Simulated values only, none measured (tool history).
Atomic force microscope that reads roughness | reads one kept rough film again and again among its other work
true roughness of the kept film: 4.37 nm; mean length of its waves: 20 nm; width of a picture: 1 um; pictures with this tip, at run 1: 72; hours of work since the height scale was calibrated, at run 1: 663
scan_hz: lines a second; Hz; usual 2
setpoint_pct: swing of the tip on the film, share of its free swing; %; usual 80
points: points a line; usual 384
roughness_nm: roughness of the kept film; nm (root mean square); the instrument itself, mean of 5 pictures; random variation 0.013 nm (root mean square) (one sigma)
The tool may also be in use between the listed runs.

| run | hour | scan_hz | setpoint_pct | points | pictures with this tip | hours of work since the height scale was calibrated | roughness_nm |
|---|---|---|---|---|---|---|---|
| 1 | 0 | 2 | 80 | 384 | 72 | 663 | 2.634 |
| 2 | 18.9 | 2 | 80 | 384 | 94 | 672 | 2.522 |
|  | 34.1 | new tip fitted |
| 3 | 48 | 2 | 80 | 384 | 16 | 685 | 2.966 |
| 4 | 65.8 | 2 | 80 | 384 | 37 | 693 | 2.861 |
| 5 | 88.6 | 1.72 | 80 | 384 | 64 | 703 | 2.736 |
| 6 | 117.7 | 2 | 80 | 384 | 99 | 716 | 2.531 |
|  | 129.9 | new tip fitted |
| 7 | 151.6 | 2 | 80 | 384 | 26 | 732 | 2.888 |
| 8 | 173.7 | 2 | 80 | 384 | 52 | 742 | 2.736 |
| 9 | 208.3 | 2 | 80 | 384 | 93 | 757 | 2.517 |
|  | 225.5 | new tip fitted |
| 10 | 237.1 | 0.73 | 80 | 384 | 13 | 770 | 3.19 |
| 11 | 260.9 | 0.73 | 80 | 384 | 42 | 781 | 2.976 |
| 12 | 283.2 | 0.73 | 80 | 384 | 68 | 791 | 2.839 |
| 13 | 302.5 | 0.73 | 80 | 384 | 91 | 800 | 2.71 |
|  | 320.2 | new tip fitted |
| 14 | 323 | 0.73 | 80 | 384 | 3 | 809 | 3.289 |
| 15 | 351 | 1.21 | 80 | 384 | 36 | 822 | 2.953 |
| 16 | 374.4 | 2 | 80 | 384 | 64 | 833 | 2.672 |
| 17 | 390.6 | 2 | 80 | 384 | 83 | 840 | 2.552 |
| 18 | 412.7 | 2 | 80 | 384 | 109 | 850 | 2.43 |
|  | 415.6 | new tip fitted |
| 19 | 430.1 | 2 | 80 | 384 | 17 | 858 | 2.977 |
| 20 | 447.3 | 1.22 | 80 | 266 | 38 | 866 | 2.893 |
| 21 | 467.4 | 2.05 | 80 | 290 | 61 | 875 | 2.663 |
| 22 | 486.6 | 2.05 | 80 | 290 | 84 | 884 | 2.518 |
| 23 | 508.2 | 2 | 80 | 965 | 109 | 893 | 2.489 |
|  | 510.7 | new tip fitted |
| 24 | 540.3 | 2 | 80 | 965 | 35 | 908 | 2.884 |
| 25 | 564.2 | 2 | 80 | 965 | 63 | 919 | 2.685 |
| 26 | 600.6 | 0.92 | 80 | 756 | 106 | 935 | 2.646 |
|  | 606.8 | new tip fitted |
| 27 | 619.4 | 1.26 | 66 | 299 | 15 | 944 | 3.212 |
| 28 | 654.2 | 2.54 | 63 | 932 | 56 | 959 | 2.92 |
| 29 | 672.5 | 2.54 | 63 | 932 | 77 | 968 | 2.78 |
| 30 | 689.5 | 2.54 | 63 | 932 | 97 | 976 | 2.683 |
|  | 702.7 | new tip fitted |
| 31 | 726.4 | 2 | 72 | 312 | 28 | 992 | 2.976 |
| 32 | 753 | 2 | 72 | 371 | 60 | 1004 | 2.773 |
| 33 | 776.4 | 3.05 | 72 | 621 | 87 | 1015 | 2.541 |
|  | 797.4 | new tip fitted |
| 34 | 805.7 | 0.89 | 80 | 781 | 9 | 1028 | 3.242 |
| 35 | 822.3 | 0.89 | 61 | 297 | 29 | 1036 | 3.133 |
| 36 | 847.5 | 3.53 | 70 | 384 | 59 | 1047 | 2.673 |
| 37 | 874 | 0.63 | 87 | 342 | 90 | 1059 | 2.702 |
|  | 892.5 | new tip fitted |
| 38 | 910.9 | 0.63 | 78 | 342 | 22 | 1076 | 3.178 |

Measured less the same run without the tool's hidden state. The same run-to-run variation is in both; the gauge's scatter may not be:
The hidden state here: radius of the tip, nm; height scale over the true one, %; drift of the gauge itself on roughness_nm, %.
| run | roughness_nm |
|---|---|
| 1 | -0.482 |
| 2 | -0.578 |
| 3 | -0.137 |
| 4 | -0.261 |
| 5 | -0.42 |
| 6 | -0.59 |
| 7 | -0.218 |
| 8 | -0.388 |
| 9 | -0.596 |
| 10 | -0.165 |
| 11 | -0.386 |
| 12 | -0.543 |
| 13 | -0.662 |
| 14 | -0.082 |
| 15 | -0.325 |
| 16 | -0.461 |
| 17 | -0.557 |
| 18 | -0.683 |
| 19 | -0.148 |
| 20 | -0.302 |
| 21 | -0.415 |
| 22 | -0.536 |
| 23 | -0.679 |
| 24 | -0.294 |
| 25 | -0.462 |
| 26 | -0.714 |
| 27 | -0.176 |
| 28 | -0.46 |
| 29 | -0.574 |
| 30 | -0.679 |
| 31 | -0.258 |
| 32 | -0.481 |
| 33 | -0.611 |
| 34 | -0.127 |
| 35 | -0.287 |
| 36 | -0.438 |
| 37 | -0.619 |
| 38 | -0.19 |
